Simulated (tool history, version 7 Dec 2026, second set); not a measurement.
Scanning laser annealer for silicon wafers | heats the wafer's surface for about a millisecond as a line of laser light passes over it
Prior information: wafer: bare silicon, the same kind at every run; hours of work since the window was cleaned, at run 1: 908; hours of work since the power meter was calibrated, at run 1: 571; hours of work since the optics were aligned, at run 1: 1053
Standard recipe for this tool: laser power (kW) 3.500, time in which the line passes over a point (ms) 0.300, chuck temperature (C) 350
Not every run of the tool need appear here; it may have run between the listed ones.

run,day,laser power (kW),time in which the line passes over a point (ms),chuck temperature (C),hours of work since the window was cleaned,hours of work since the power meter was calibrated,hours of work since the optics were aligned,highest temperature of the surface (C)
1,0.000,3.500,0.300,350,908,571,1053,1118
2,1.071,3.500,0.300,350,922,584,1066,1121
3,1.696,3.500,0.300,350,930,592,1074,1116
# day 1.958: window over the wafer cleaned
4,2.392,3.500,0.300,350,5,600,1082,1147
5,3.300,3.783,0.300,350,17,611,1093,1233
6,3.900,3.783,0.300,350,24,619,1101,1232
7,4.583,3.500,0.300,350,33,627,1110,1148
8,5.758,3.500,0.300,350,48,642,1124,1144
9,6.579,3.500,0.300,350,58,653,1135,1146
10,7.567,3.500,0.300,350,71,665,1147,1144
11,8.504,3.025,0.300,350,82,677,1159,1005
12,9.717,3.025,0.300,388,98,692,1174,1046
13,10.896,3.025,0.300,318,113,707,1189,975
14,11.562,3.761,0.337,350,121,715,1198,1266
15,12.783,3.716,0.332,339,136,731,1213,1232
16,13.800,3.791,0.333,339,149,744,1226,1254
17,14.858,3.682,0.258,339,163,757,1239,1128
18,15.629,3.682,0.258,339,172,767,1249,1125
19,16.133,3.682,0.258,339,179,773,1255,1128
20,17.371,3.500,0.299,346,194,789,1271,1136
# day 18.421: optics aligned, line set to its width
21,18.821,3.075,0.364,368,210,804,5,1105
22,19.929,3.408,0.366,356,224,818,19,1203
23,20.821,3.408,0.366,356,235,829,30,1206
24,21.425,3.408,0.366,356,243,837,38,1201

Across each entry between runs, compare the hidden state at the last listed run before it with the hidden state at the first listed run after it:
From run 3 to run 4: window over the wafer cleaned (day 1.958)
  light that passes the window, % of a clean one's: 96.9 -> 99.9; laser's true power over the reading, %: -0.34 -> -0.35; width of the line over the set one, %: 2.21 -> 2.23
  measured result minus the result with no hidden state, highest temperature of the surface (C): -50 -> -20
From run 20 to run 21: optics aligned, line set to its width (day 18.421)
  light that passes the window, % of a clean one's: 99.3 -> 99.25; laser's true power over the reading, %: -0.39 -> -0.4; width of the line over the set one, %: 2.61 -> 0.07
  measured result minus the result with no hidden state, highest temperature of the surface (C): -29 -> -11

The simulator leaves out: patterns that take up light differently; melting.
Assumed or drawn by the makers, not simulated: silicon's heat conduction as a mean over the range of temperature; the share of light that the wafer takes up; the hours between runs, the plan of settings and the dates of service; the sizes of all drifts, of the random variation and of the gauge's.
